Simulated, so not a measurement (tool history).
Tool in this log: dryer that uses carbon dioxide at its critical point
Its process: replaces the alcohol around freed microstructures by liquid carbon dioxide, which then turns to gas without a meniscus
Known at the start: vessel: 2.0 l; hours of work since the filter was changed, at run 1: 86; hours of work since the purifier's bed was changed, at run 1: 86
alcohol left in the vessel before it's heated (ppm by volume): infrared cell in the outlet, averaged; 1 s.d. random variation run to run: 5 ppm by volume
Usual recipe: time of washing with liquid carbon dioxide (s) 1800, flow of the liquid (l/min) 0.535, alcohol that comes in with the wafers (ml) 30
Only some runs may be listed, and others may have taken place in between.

| run | hour | time of washing with liquid carbon dioxide (s) | flow of the liquid (l/min) | alcohol that comes in with the wafers (ml) | hours of work since the filter was changed | hours of work since the purifier's bed was changed | alcohol left in the vessel before it's heated (ppm by volume) |
|---|---|---|---|---|---|---|---|
| 1 | 0.0 | 1800 | 0.535 | 30 | 86 | 86 | 37 |
| 2 | 29.0 | 1380 | 0.535 | 30 | 98 | 98 | 113 |
| 3 | 53.7 | 1380 | 0.535 | 30 | 108 | 108 | 122 |
| 4 | 76.9 | 1380 | 0.535 | 65 | 118 | 118 | 236 |
| 5 | 94.8 | 1800 | 0.535 | 30 | 125 | 125 | 44 |
| 6 | 117.6 | 1920 | 0.499 | 22 | 135 | 135 | 47 |

What does the tool deliver on the next run?
| 7 | 140.1 | 1920 | 0.499 | 22 | 144 | 144 | ? |

Run 7 came out at alcohol left in the vessel before it's heated (ppm by volume) 51.
Were there no unlogged condition in the tool, this run, its random variation unchanged, would have produced alcohol left in the vessel before it's heated (ppm by volume) 18.
